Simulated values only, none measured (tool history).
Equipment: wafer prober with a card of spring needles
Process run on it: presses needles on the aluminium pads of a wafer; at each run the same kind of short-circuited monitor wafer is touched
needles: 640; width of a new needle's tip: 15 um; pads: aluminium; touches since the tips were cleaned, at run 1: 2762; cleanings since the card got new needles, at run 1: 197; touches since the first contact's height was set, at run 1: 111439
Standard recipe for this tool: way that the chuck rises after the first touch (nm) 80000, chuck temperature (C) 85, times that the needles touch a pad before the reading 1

run,hour,way that the chuck rises after the first touch (nm),chuck temperature (C),times that the needles touch a pad before the reading,touches since the tips were cleaned,cleanings since the card got new needles,touches since the first contact's height was set,resistance of one needle with its contact and lead (mohm),way that a needle slides on the pad (nm)
1,0.0,80000,85,1,2762,197,111439,217,19220
# hour 5.3: tips cleaned on abrasive film
# hour 18.6: tips cleaned on abrasive film
# hour 31.8: tips cleaned on abrasive film
# hour 42.4: tips cleaned on abrasive film
2,43.7,80000,85,1,629,201,131604,212,19250
# hour 54.3: tips cleaned on abrasive film
# hour 67.6: tips cleaned on abrasive film
# hour 80.8: tips cleaned on abrasive film
# hour 94.0: tips cleaned on abrasive film
# hour 107.2: tips cleaned on abrasive film
3,114.5,80000,85,1,3363,206,164273,219,19010
# hour 119.8: tips cleaned on abrasive film
# hour 133.0: tips cleaned on abrasive film
# hour 133.3: height of the first contact set anew
# hour 146.5: tips cleaned on abrasive film
# hour 159.8: tips cleaned on abrasive film
# hour 173.0: tips cleaned on abrasive film
# hour 186.2: tips cleaned on abrasive film
# hour 196.8: tips cleaned on abrasive film
4,204.2,80000,85,1,3446,213,32752,217,19690
# hour 209.6: tips cleaned on abrasive film
# hour 222.8: tips cleaned on abrasive film
# hour 233.4: tips cleaned on abrasive film
# hour 246.6: tips cleaned on abrasive film
5,250.2,80000,85,1,1688,217,53978,216,19590
# hour 258.2: tips cleaned on abrasive film
# hour 268.8: tips cleaned on abrasive film
# hour 282.0: tips cleaned on abrasive film
# hour 292.6: tips cleaned on abrasive film
# hour 304.1: tips cleaned on abrasive film
6,304.1,80000,85,1,0,222,78825,207,19460
# hour 317.4: tips cleaned on abrasive film
# hour 330.6: tips cleaned on abrasive film
# hour 341.2: tips cleaned on abrasive film
# hour 354.4: tips cleaned on abrasive film
# hour 367.6: tips cleaned on abrasive film
7,374.9,80000,85,1,3368,227,111499,220,19380
# hour 380.2: tips cleaned on abrasive film
# hour 390.8: tips cleaned on abrasive film
# hour 404.0: tips cleaned on abrasive film
8,411.7,80000,85,1,3572,230,128504,219,19120
# hour 417.1: tips cleaned on abrasive film
# hour 430.3: tips cleaned on abrasive film
# hour 443.5: tips cleaned on abrasive film
# hour 456.7: tips cleaned on abrasive film
9,460.6,80000,85,1,1818,234,151081,215,18880
# hour 468.6: tips cleaned on abrasive film
# hour 481.8: tips cleaned on abrasive film
# hour 495.0: tips cleaned on abrasive film
# hour 508.3: tips cleaned on abrasive film
# hour 508.6: height of the first contact set anew
# hour 521.8: tips cleaned on abrasive film
# hour 532.4: tips cleaned on abrasive film
10,534.8,80000,85,1,1127,240,12117,217,19780
# hour 545.4: tips cleaned on abrasive film
# hour 558.6: tips cleaned on abrasive film
# hour 571.8: tips cleaned on abrasive film
# hour 585.1: tips cleaned on abrasive film
# hour 598.3: tips cleaned on abrasive film
11,602.2,80000,49,1,1826,245,43250,206,19660
# hour 610.2: tips cleaned on abrasive film
# hour 623.4: tips cleaned on abrasive film
# hour 634.0: tips cleaned on abrasive film
12,641.1,80000,49,1,3284,248,61188,210,19530
# hour 646.4: tips cleaned on abrasive film
# hour 659.6: tips cleaned on abrasive film
# hour 670.2: tips cleaned on abrasive film
# hour 683.5: tips cleaned on abrasive film
# hour 696.7: tips cleaned on abrasive film
13,707.0,80000,49,2,4792,253,91623,209,19410
# hour 709.7: tips cleaned on abrasive film
# hour 722.9: tips cleaned on abrasive film
# hour 733.5: tips cleaned on abrasive film
# hour 746.7: tips cleaned on abrasive film
14,754.4,87000,52,1,3560,257,113499,211,21010
# hour 759.7: tips cleaned on abrasive film
# hour 773.0: tips cleaned on abrasive film
# hour 786.2: tips cleaned on abrasive film
# hour 799.4: tips cleaned on abrasive film
15,808.1,80000,85,2,4059,261,138316,213,19190
# hour 810.9: tips cleaned on abrasive film
# hour 821.5: tips cleaned on abrasive film
# hour 834.7: tips cleaned on abrasive film
# hour 847.9: tips cleaned on abrasive film
# hour 858.5: tips cleaned on abrasive film
16,863.2,80000,81,1,2201,266,163716,222,18800
# hour 871.2: tips cleaned on abrasive film
# hour 881.8: tips cleaned on abrasive film
# hour 884.7: height of the first contact set anew
# hour 895.3: tips cleaned on abrasive film
# hour 906.3: tips cleaned on abrasive film
17,906.3,80000,81,1,0,270,9939,208,19740

For run 18, what comes out?
# hour 916.9: tips cleaned on abrasive film
# hour 927.5: tips cleaned on abrasive film
# hour 940.7: tips cleaned on abrasive film
# hour 951.3: tips cleaned on abrasive film
# hour 962.5: tips cleaned on abrasive film
18,962.5,80000,81,1,0,275,35863,?,?

Run 18 came out at resistance of one needle with its contact and lead (mohm) 208, way that a needle slides on the pad (nm) 19740.
With no hidden state in the tool, this same run would have given resistance of one needle with its contact and lead (mohm) 201, way that a needle slides on the pad (nm) 19920.
